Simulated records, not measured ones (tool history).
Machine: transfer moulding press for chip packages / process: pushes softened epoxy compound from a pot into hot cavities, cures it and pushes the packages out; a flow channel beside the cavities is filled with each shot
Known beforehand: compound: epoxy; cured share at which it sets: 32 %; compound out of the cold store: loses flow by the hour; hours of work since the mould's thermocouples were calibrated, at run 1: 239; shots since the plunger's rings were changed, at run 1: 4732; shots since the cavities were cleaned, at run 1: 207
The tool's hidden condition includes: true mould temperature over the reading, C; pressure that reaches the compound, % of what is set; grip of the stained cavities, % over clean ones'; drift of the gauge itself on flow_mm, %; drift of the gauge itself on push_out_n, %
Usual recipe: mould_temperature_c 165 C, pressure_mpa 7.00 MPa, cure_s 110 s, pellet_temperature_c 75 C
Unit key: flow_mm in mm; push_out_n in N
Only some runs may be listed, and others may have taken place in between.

| run | day | mould_temperature_c | pressure_mpa | cure_s | pellet_temperature_c | hours of work since the mould's thermocouples were calibrated | shots since the plunger's rings were changed | shots since the cavities were cleaned | incoming compound's hours out of the cold store | flow_mm | push_out_n |
|---|---|---|---|---|---|---|---|---|---|---|---|
| 1 | 0.000 | 165 | 7.00 | 110 | 75 | 239 | 4732 | 207 | 26.0 | 606 | 602 |
| 2 | 0.233 | 165 | 7.00 | 110 | 75 | 243 | 4792 | 267 | 29.2 | 604 | 649 |
| 3 | 0.592 | 165 | 7.00 | 110 | 75 | 249 | 4885 | 360 | 44.0 | 565 | 668 |
| 4 | 0.762 | 165 | 7.00 | 110 | 75 | 251 | 4929 | 404 | 37.0 | 586 | 693 |
| 5 | 1.042 | 165 | 7.00 | 110 | 75 | 256 | 5001 | 476 | 14.0 | 632 | 739 |
| 6 | 1.246 | 165 | 6.30 | 110 | 75 | 259 | 5053 | 528 | 20.2 | 589 | 765 |
|  | 1.417 | cavities cleaned with cleaning compound and waxed |
| 7 | 1.529 | 165 | 6.30 | 110 | 75 | 262 | 5111 | 29 | 27.7 | 574 | 419 |
| 8 | 1.758 | 165 | 6.55 | 110 | 75 | 266 | 5170 | 88 | 18.7 | 603 | 485 |
| 9 | 2.092 | 165 | 6.55 | 110 | 73 | 271 | 5256 | 174 | 19.8 | 597 | 562 |
| 10 | 2.275 | 165 | 6.55 | 110 | 73 | 274 | 5303 | 221 | 40.3 | 562 | 594 |
| 11 | 2.512 | 165 | 6.55 | 110 | 73 | 278 | 5364 | 282 | 26.7 | 579 | 629 |
| 12 | 2.779 | 165 | 7.00 | 110 | 75 | 282 | 5433 | 351 | 31.9 | 600 | 673 |
| 13 | 2.971 | 165 | 7.00 | 110 | 75 | 285 | 5482 | 400 | 36.3 | 590 | 693 |
| 14 | 3.312 | 165 | 7.00 | 110 | 75 | 290 | 5570 | 488 | 17.7 | 613 | 753 |
|  | 3.642 | cavities cleaned with cleaning compound and waxed |
| 15 | 3.729 | 165 | 7.00 | 110 | 75 | 296 | 5662 | 23 | 16.1 | 622 | 420 |
| 16 | 4.112 | 159 | 8.09 | 131 | 67 | 302 | 5761 | 122 | 24.1 | 669 | 546 |
| 17 | 4.438 | 169 | 5.29 | 110 | 75 | 307 | 5844 | 205 | 27.5 | 512 | 553 |
| 18 | 4.754 | 160 | 7.18 | 110 | 79 | 312 | 5926 | 287 | 17.1 | 634 | 803 |
| 19 | 5.096 | 160 | 7.18 | 110 | 79 | 317 | 6014 | 375 | 35.5 | 609 | 857 |
|  | 5.196 | mould's thermocouples calibrated |
| 20 | 5.371 | 162 | 7.18 | 110 | 79 | 3 | 6064 | 425 | 25.7 | 615 | 770 |
| 21 | 5.633 | 161 | 6.00 | 105 | 80 | 7 | 6131 | 492 | 24.1 | 569 | 911 |
| 22 | 5.808 | 171 | 6.69 | 92 | 67 | 10 | 6176 | 537 | 16.3 | 591 | 769 |
|  | 5.912 | mould's thermocouples calibrated, once more |
|  | 6.017 | cavities cleaned with cleaning compound and waxed |
| 23 | 6.225 | 168 | 6.69 | 91 | 75 | 4 | 6246 | 54 | 32.4 | 567 | 508 |
| 24 | 6.571 | 168 | 6.69 | 91 | 75 | 9 | 6335 | 143 | 17.6 | 592 | 583 |
|  | 6.875 | plunger's sealing rings changed |
| 25 | 7.000 | 168 | 6.69 | 91 | 75 | 14 | 32 | 227 | 16.7 | 646 | 686 |
| 26 | 7.388 | 168 | 6.69 | 91 | 75 | 21 | 132 | 327 | 41.8 | 598 | 730 |
| 27 | 7.775 | 159 | 7.32 | 110 | 67 | 27 | 232 | 427 | 34.5 | 663 | 921 |
| 28 | 8.104 | 159 | 7.32 | 110 | 67 | 32 | 317 | 512 | 45.1 | 632 | 935 |
|  | 8.346 | cavities cleaned with cleaning compound and waxed |
| 29 | 8.421 | 159 | 7.32 | 110 | 67 | 36 | 383 | 21 | 40.6 | 648 | 521 |

Some steps in flow_mm between neighbouring runs. How much of each would the tool show without its hidden state too (settings, what came in, random variation), and how much is left for the hidden state, with any gauge scatter that isn't in both results?
Run 16 -> 17: mould_temperature_c 159 -> 169, pressure_mpa 8.09 -> 5.29, cure_s 131 -> 110, pellet_temperature_c 67 -> 75. flow_mm -157 mm: hidden state +14, all else -171.
Run 17 -> 18: mould_temperature_c 169 -> 160, pressure_mpa 5.29 -> 7.18, pellet_temperature_c 75 -> 79. flow_mm +122 mm: hidden state -13, all else +135.
Run 24 -> 25: plunger's sealing rings changed. flow_mm +54 mm: hidden state +58, all else -4.

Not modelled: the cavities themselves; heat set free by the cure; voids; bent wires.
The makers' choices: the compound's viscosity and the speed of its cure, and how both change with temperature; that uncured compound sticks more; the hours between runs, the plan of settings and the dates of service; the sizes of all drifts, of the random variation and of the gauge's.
